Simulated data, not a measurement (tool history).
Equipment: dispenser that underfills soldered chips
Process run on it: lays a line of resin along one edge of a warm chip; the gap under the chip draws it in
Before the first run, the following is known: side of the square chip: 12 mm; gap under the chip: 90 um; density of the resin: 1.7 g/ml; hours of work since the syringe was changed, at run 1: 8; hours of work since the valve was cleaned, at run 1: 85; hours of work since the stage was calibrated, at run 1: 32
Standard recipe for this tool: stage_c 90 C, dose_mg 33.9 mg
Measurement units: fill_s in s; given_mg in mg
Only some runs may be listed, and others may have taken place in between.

| run | hour | stage_c | dose_mg | hours of work since the syringe was changed | hours of work since the valve was cleaned | hours of work since the stage was calibrated | fill_s | given_mg |
|---|---|---|---|---|---|---|---|---|
| 1 | 0 | 90 | 33.9 | 8 | 85 | 32 | 95.5 | 31.36 |
|  | 2.4 | new syringe of resin |
| 2 | 6.5 | 90 | 33.9 | 3 | 90 | 36 | 75.4 | 31.57 |
| 3 | 15.1 | 90 | 33.9 | 9 | 96 | 42 | 93.1 | 31.18 |
|  | 16.6 | new syringe of resin |
| 4 | 24.9 | 90 | 33.9 | 6 | 102 | 49 | 85.5 | 31.01 |
|  | 30.6 | new syringe of resin |
| 5 | 33.6 | 90 | 33.9 | 2 | 108 | 55 | 75.7 | 30.74 |
|  | 44.2 | new syringe of resin |
| 6 | 45.3 | 102 | 33.9 | 1 | 116 | 63 | 45.1 | 30.35 |
| 7 | 54.1 | 102 | 33.9 | 7 | 123 | 69 | 55.1 | 30.21 |
|  | 58.1 | new syringe of resin |
| 8 | 65.4 | 102 | 33.9 | 5 | 130 | 77 | 53 | 30.22 |
|  | 71.9 | new syringe of resin |
| 9 | 75 | 102 | 33.9 | 2 | 137 | 83 | 47.6 | 30.07 |
|  | 80.4 | dispensing valve cleaned and set on the balance |
|  | 87.5 | new syringe of resin |
| 10 | 89.4 | 90 | 35.5 | 1 | 6 | 93 | 72.1 | 35.21 |
|  | 101.5 | new syringe of resin |
| 11 | 102.7 | 90 | 38 | 1 | 15 | 102 | 68.6 | 37.35 |
| 12 | 114 | 90 | 38 | 9 | 23 | 110 | 90.1 | 37.14 |
|  | 115.8 | new syringe of resin |
| 13 | 124.1 | 90 | 38 | 6 | 30 | 117 | 82.8 | 36.81 |
|  | 129.5 | new syringe of resin |
| 14 | 136.4 | 102 | 33.9 | 5 | 39 | 125 | 50.1 | 32.56 |
|  | 143.1 | new syringe of resin |
| 15 | 143.1 | 90 | 43.4 | 0 | 43 | 130 | 65.7 | 41.68 |
| 16 | 149.9 | 76 | 29 | 5 | 48 | 135 | 146.5 | 27.75 |
|  | 157.6 | new syringe of resin |
| 17 | 163.9 | 76 | 29 | 4 | 58 | 144 | 149.2 | 27.47 |
|  | 171.5 | new syringe of resin |
| 18 | 175.1 | 101 | 32.3 | 3 | 66 | 152 | 48.7 | 30.3 |
|  | 185.1 | new syringe of resin |
| 19 | 190.1 | 82 | 36.2 | 3 | 76 | 162 | 104.3 | 33.73 |

What will run 20 give?
| 20 | 197.2 | 77 | 29.9 | 9 | 81 | 167 | ? | ? |

{"run 20": {"fill_s": 159.3, "given_mg": 27.79}}
Take away the tool's hidden state, keep the run-to-run variation as it was, and the same run would have given fill_s 123.7 s, given_mg 29.87 mg.
